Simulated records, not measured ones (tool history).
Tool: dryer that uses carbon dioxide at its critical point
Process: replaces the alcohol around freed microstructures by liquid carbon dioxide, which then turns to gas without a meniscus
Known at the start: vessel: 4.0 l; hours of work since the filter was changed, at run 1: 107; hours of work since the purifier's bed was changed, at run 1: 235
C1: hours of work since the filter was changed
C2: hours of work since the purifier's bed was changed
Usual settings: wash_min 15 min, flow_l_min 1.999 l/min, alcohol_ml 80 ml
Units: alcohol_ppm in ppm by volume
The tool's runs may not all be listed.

Run 1, hour 0.0: usual settings; C1 107; C2 235. Result: alcohol_ppm 217 ppm by volume.
Run 2, hour 11.6: usual settings; C1 113; C2 240. Result: alcohol_ppm 221 ppm by volume.
Run 3, hour 24.3: usual settings; C1 119; C2 247. Result: alcohol_ppm 236 ppm by volume.
Run 4, hour 37.4: usual settings; C1 126; C2 253. Result: alcohol_ppm 228 ppm by volume.
Run 5, hour 46.6: usual settings but wash_min 18 min; C1 130; C2 258. Result: alcohol_ppm 154 ppm by volume.
Run 6, hour 53.5: usual settings but wash_min 18 min; C1 134; C2 261. Result: alcohol_ppm 147 ppm by volume.
Run 7, hour 65.3: usual settings but wash_min 18 min; C1 139; C2 267. Result: alcohol_ppm 165 ppm by volume.
Run 8, hour 79.4: usual settings but wash_min 11 min; C1 146; C2 274. Result: alcohol_ppm 607 ppm by volume.
Run 9, hour 86.7: usual settings; C1 150; C2 277. Result: alcohol_ppm 245 ppm by volume.
Run 10, hour 100.9: usual settings; C1 157; C2 284. Result: alcohol_ppm 254 ppm by volume.
Run 11, hour 116.0: usual settings; C1 164; C2 292. Result: alcohol_ppm 243 ppm by volume.
Run 12, hour 127.8: usual settings; C1 170; C2 297. Result: alcohol_ppm 264 ppm by volume.

Forecast run 13:
Run 13, hour 137.3: usual settings but wash_min 18 min; C1 175; C2 302. Result: alcohol_ppm ?.

Run 13 gave alcohol_ppm 182 ppm by volume.
Without the tool's hidden state the same run would have given alcohol_ppm 39 ppm by volume.

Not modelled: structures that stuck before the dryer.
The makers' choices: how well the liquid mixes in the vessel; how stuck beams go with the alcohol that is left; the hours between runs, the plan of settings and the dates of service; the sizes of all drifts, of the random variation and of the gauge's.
